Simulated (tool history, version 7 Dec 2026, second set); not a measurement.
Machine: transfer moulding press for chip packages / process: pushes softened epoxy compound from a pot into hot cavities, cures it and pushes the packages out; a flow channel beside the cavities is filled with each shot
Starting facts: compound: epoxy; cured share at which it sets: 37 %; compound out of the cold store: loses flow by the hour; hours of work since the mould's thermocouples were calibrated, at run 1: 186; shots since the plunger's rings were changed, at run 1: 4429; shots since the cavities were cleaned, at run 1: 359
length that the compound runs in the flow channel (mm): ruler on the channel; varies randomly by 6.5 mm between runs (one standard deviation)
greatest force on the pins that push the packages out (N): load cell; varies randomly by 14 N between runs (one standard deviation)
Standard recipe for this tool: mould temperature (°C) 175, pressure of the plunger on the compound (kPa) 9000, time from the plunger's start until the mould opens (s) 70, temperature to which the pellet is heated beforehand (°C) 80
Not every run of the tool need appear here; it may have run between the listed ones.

| run | hour | mould temperature (°C) | pressure of the plunger on the compound (kPa) | time from the plunger's start until the mould opens (s) | temperature to which the pellet is heated beforehand (°C) | hours of work since the mould's thermocouples were calibrated | shots since the plunger's rings were changed | shots since the cavities were cleaned | incoming compound's hours out of the cold store | length that the compound runs in the flow channel (mm) | greatest force on the pins that push the packages out (N) |
|---|---|---|---|---|---|---|---|---|---|---|---|
| 1 | 0.0 | 175 | 9000 | 70 | 80 | 186 | 4429 | 359 | 13.8 | 816 | 1301 |
|  | 15.7 | cavities cleaned with cleaning compound and waxed |
|  | 52.2 | cavities cleaned with cleaning compound and waxed |
| 2 | 60.2 | 175 | 9000 | 70 | 74 | 224 | 5371 | 131 | 23.2 | 770 | 1020 |
|  | 74.9 | plunger's sealing rings changed |
|  | 90.5 | cavities cleaned with cleaning compound and waxed |
| 3 | 93.0 | 175 | 9000 | 70 | 74 | 243 | 274 | 41 | 20.3 | 851 | 849 |
|  | 129.2 | cavities cleaned with cleaning compound and waxed |
| 4 | 142.8 | 175 | 9000 | 70 | 74 | 275 | 1070 | 224 | 15.0 | 878 | 1101 |
|  | 167.9 | cavities cleaned with cleaning compound and waxed |
|  | 203.5 | cavities cleaned with cleaning compound and waxed |
| 5 | 204.5 | 175 | 9000 | 70 | 74 | 315 | 2037 | 16 | 27.1 | 807 | 766 |
|  | 242.6 | mould's thermocouples calibrated |
|  | 244.1 | cavities cleaned with cleaning compound and waxed |
| 6 | 257.0 | 175 | 9000 | 70 | 73 | 9 | 2845 | 213 | 28.5 | 788 | 1056 |
|  | 279.9 | cavities cleaned with cleaning compound and waxed |
| 7 | 296.3 | 175 | 9000 | 70 | 83 | 34 | 3468 | 269 | 19.4 | 800 | 1101 |
|  | 317.4 | cavities cleaned with cleaning compound and waxed |
|  | 353.7 | cavities cleaned with cleaning compound and waxed |
| 8 | 353.7 | 175 | 8780 | 70 | 80 | 70 | 4365 | 0 | 25.0 | 764 | 696 |
|  | 389.8 | cavities cleaned with cleaning compound and waxed |
| 9 | 389.8 | 175 | 8780 | 70 | 80 | 94 | 4936 | 0 | 20.0 | 770 | 747 |
|  | 426.3 | cavities cleaned with cleaning compound and waxed |
|  | 433.6 | plunger's sealing rings changed |
| 10 | 442.4 | 172 | 9000 | 70 | 80 | 126 | 145 | 225 | 39.8 | 792 | 1294 |
|  | 465.8 | cavities cleaned with cleaning compound and waxed |
| 11 | 487.0 | 172 | 9000 | 70 | 80 | 155 | 855 | 349 | 25.4 | 838 | 1494 |
|  | 506.4 | cavities cleaned with cleaning compound and waxed |
| 12 | 520.3 | 172 | 9000 | 70 | 80 | 176 | 1379 | 228 | 23.8 | 841 | 1293 |
|  | 542.0 | cavities cleaned with cleaning compound and waxed |
| 13 | 571.7 | 172 | 9000 | 70 | 80 | 210 | 2201 | 488 | 31.3 | 793 | 1534 |
|  | 578.3 | cavities cleaned with cleaning compound and waxed |
| 14 | 601.6 | 175 | 7420 | 70 | 75 | 229 | 2669 | 383 | 14.3 | 774 | 1272 |
|  | 616.5 | cavities cleaned with cleaning compound and waxed |
| 15 | 629.0 | 175 | 7420 | 70 | 75 | 246 | 3096 | 206 | 24.1 | 714 | 1026 |
|  | 653.8 | cavities cleaned with cleaning compound and waxed |
| 16 | 677.2 | 169 | 7420 | 59 | 72 | 277 | 3867 | 386 | 10.3 | 777 | 3103 |
|  | 694.1 | cavities cleaned with cleaning compound and waxed |
|  | 731.0 | cavities cleaned with cleaning compound and waxed |
| 17 | 738.3 | 178 | 7310 | 70 | 80 | 316 | 4824 | 120 | 18.5 | 705 | 756 |
|  | 766.7 | cavities cleaned with cleaning compound and waxed |
|  | 775.7 | mould's thermocouples calibrated |
| 18 | 777.7 | 178 | 7310 | 70 | 80 | 1 | 5416 | 148 | 12.7 | 715 | 863 |
|  | 791.1 | plunger's sealing rings changed |
|  | 808.4 | cavities cleaned with cleaning compound and waxed |
|  | 844.9 | cavities cleaned with cleaning compound and waxed |
| 19 | 844.9 | 178 | 7310 | 69 | 75 | 43 | 838 | 0 | 15.0 | 776 | 630 |
|  | 883.0 | cavities cleaned with cleaning compound and waxed |
| 20 | 894.7 | 175 | 9670 | 71 | 80 | 75 | 1634 | 193 | 40.9 | 790 | 968 |
|  | 921.7 | cavities cleaned with cleaning compound and waxed |
| 21 | 932.7 | 175 | 9670 | 71 | 80 | 99 | 2235 | 181 | 39.4 | 791 | 949 |
|  | 960.5 | cavities cleaned with cleaning compound and waxed |
| 22 | 967.2 | 175 | 10850 | 70 | 80 | 122 | 2780 | 112 | 43.9 | 806 | 895 |

Run 23, settings as shown, results not yet in. Your forecast:
|  | 999.5 | cavities cleaned with cleaning compound and waxed |
| 23 | 1014.7 | 169 | 6910 | 70 | 72 | 152 | 3538 | 252 | 19.8 | ? | ? |

length that the compound runs in the flow channel (mm): 736
greatest force on the pins that push the packages out (N): 1912
Minus the tool's unlogged condition, the same run would have read length that the compound runs in the flow channel (mm) 792, greatest force on the pins that push the packages out (N) 1216.
